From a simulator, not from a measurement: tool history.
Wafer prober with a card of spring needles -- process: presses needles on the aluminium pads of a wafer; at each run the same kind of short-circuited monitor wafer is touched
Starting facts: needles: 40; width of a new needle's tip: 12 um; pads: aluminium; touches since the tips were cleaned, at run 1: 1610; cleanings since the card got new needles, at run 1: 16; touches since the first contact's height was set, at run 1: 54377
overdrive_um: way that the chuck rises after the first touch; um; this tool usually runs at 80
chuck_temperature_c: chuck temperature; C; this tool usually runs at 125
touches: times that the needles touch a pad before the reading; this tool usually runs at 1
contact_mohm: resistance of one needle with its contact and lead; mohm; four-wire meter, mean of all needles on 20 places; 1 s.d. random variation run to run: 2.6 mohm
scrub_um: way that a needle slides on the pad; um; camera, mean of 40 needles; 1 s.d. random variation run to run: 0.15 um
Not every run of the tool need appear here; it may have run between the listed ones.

| run | hour | overdrive_um | chuck_temperature_c | touches | touches since the tips were cleaned | cleanings since the card got new needles | touches since the first contact's height was set | contact_mohm | scrub_um |
|---|---|---|---|---|---|---|---|---|---|
| 1 | 0 | 80 | 125 | 1 | 1610 | 16 | 54377 | 318 | 20.69 |
|  | 8.2 | tips cleaned on abrasive film |
| 2 | 12.1 | 80 | 125 | 1 | 797 | 17 | 56845 | 311 | 20.42 |
| 3 | 21.1 | 80 | 125 | 1 | 2649 | 17 | 58697 | 336 | 20.94 |
|  | 23.8 | tips cleaned on abrasive film |
| 4 | 34.6 | 80 | 125 | 1 | 2224 | 18 | 61452 | 324 | 20.48 |
|  | 39.7 | tips cleaned on abrasive film |
| 5 | 51.6 | 80 | 36 | 1 | 2448 | 19 | 64935 | 303 | 20.51 |
|  | 54.5 | tips cleaned on abrasive film |
| 6 | 66.7 | 80 | 125 | 1 | 2493 | 20 | 68022 | 333 | 20.38 |
|  | 70.1 | tips cleaned on abrasive film |
| 7 | 77 | 80 | 125 | 1 | 1417 | 21 | 70127 | 328 | 20.56 |
|  | 78.5 | height of the first contact set anew |
|  | 85.8 | tips cleaned on abrasive film |
| 8 | 88.6 | 80 | 125 | 1 | 561 | 22 | 2042 | 307 | 20.61 |
| 9 | 99.8 | 69 | 125 | 1 | 2874 | 22 | 4355 | 345 | 17.44 |
|  | 101.5 | tips cleaned on abrasive film |
|  | 116.7 | tips cleaned on abrasive film |
| 10 | 119.5 | 69 | 125 | 1 | 571 | 24 | 8377 | 311 | 17.36 |
|  | 132.5 | tips cleaned on abrasive film |
| 11 | 134.6 | 69 | 125 | 1 | 437 | 25 | 11462 | 305 | 17.18 |
|  | 148 | tips cleaned on abrasive film |
| 12 | 155.4 | 67 | 121 | 2 | 1518 | 26 | 15721 | 320 | 16.94 |
|  | 156.6 | height of the first contact set anew, once more |
|  | 163.3 | tips cleaned on abrasive film |
| 13 | 172.9 | 67 | 121 | 2 | 1968 | 27 | 3338 | 318 | 17.58 |
|  | 179.6 | tips cleaned on abrasive film |
| 14 | 183.6 | 67 | 121 | 2 | 823 | 28 | 5534 | 306 | 17.49 |
|  | 195 | tips cleaned on abrasive film |
| 15 | 201.6 | 67 | 121 | 2 | 1355 | 29 | 9215 | 313 | 17.42 |
|  | 210.2 | tips cleaned on abrasive film |
| 16 | 214.5 | 84 | 29 | 3 | 874 | 30 | 11847 | 271 | 21.97 |
|  | 225.3 | tips cleaned on abrasive film |
| 17 | 235.5 | 84 | 29 | 1 | 2099 | 31 | 16154 | 300 | 21.85 |
|  | 240 | tips cleaned on abrasive film |
|  | 255 | tips cleaned on abrasive film |
| 18 | 255.8 | 84 | 29 | 1 | 177 | 33 | 20298 | 275 | 22.01 |

Predict the results of run 19:
|  | 269.7 | tips cleaned on abrasive film |
| 19 | 270.9 | 79 | 79 | 2 | 258 | 34 | 23387 | ? | ? |

contact_mohm: 283 mohm
scrub_um: 20.56 um
On a tool with no hidden condition, and with the same random variation, this run would have come out at contact_mohm 278 mohm, scrub_um 20.7 um.
